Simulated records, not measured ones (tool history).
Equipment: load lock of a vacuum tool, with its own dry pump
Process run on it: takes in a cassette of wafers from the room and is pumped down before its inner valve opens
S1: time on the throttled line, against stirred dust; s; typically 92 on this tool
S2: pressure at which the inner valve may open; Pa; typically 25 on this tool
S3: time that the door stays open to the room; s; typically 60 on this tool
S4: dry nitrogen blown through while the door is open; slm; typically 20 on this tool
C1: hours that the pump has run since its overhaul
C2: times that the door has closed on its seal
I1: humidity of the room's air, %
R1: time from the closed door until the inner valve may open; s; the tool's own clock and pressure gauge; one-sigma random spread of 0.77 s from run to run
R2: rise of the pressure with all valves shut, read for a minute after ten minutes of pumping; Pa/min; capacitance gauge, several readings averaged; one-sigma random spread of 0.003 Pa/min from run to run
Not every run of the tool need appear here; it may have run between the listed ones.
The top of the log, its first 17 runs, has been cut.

run,hour,S1,S2,S3,S4,C1,C2,I1,R1,R2
18,1794.7,93,22,60,10,7918,6603,41.2,126.8,0.039
19,1931.8,86,22,60,10,8055,6816,46.1,120.5,0.046
20,2066.3,98,21,226,29,8190,7024,46.9,131.6,0.043
21,2191.5,98,21,226,29,8315,7218,43.9,132.2,0.046
22,2315.6,92,39,60,20,8439,7411,44.2,123.5,0.037
23,2451.9,92,25,44,20,8575,7622,42.9,126.1,0.034
24,2515.9,78,25,60,20,8639,7721,48.1,113.9,0.033
25,2589.2,78,25,60,20,8713,7835,41.0,114.4,0.036
26,2725.1,56,47,37,36,8849,8045,43.7,92.9,0.021
27,2864.9,56,47,37,35,8988,8262,44.8,92.0,0.024
28,2935.8,60,36,62,35,9059,8372,45.5,97.2,0.032
29,3057.1,113,38,62,35,9181,8560,41.8,140.5,0.025
30,3132.9,92,39,40,20,9256,8677,46.1,124.8,0.040
31,3197.9,92,39,40,20,9321,8778,47.0,124.9,0.033

5 ways to go on from here, each from the tool as it stands after run 31. What would each give?
A,3333.6,92,42,95,20,9457,8988,44.2,?,?
B,3333.6,92,39,29,9,9457,8988,43.6,?,?
C,3333.6,92,40,39,20,9457,8988,46.4,?,?
D,3333.6,157,39,40,6,9457,8988,44.6,?,?
E,3333.6,92,39,40,7,9457,8988,42.8,?,?

run,R1,R2
A,125.2,0.037
B,124.7,0.048
C,124.2,0.034
D,179.7,0.051
E,124.6,0.042
Stripped of hidden state, with their random variation kept, the same runs would have yielded:
run,R1,R2
A,117.6,0.024
B,117.1,0.035
C,116.6,0.021
D,174.5,0.038
E,117.0,0.029

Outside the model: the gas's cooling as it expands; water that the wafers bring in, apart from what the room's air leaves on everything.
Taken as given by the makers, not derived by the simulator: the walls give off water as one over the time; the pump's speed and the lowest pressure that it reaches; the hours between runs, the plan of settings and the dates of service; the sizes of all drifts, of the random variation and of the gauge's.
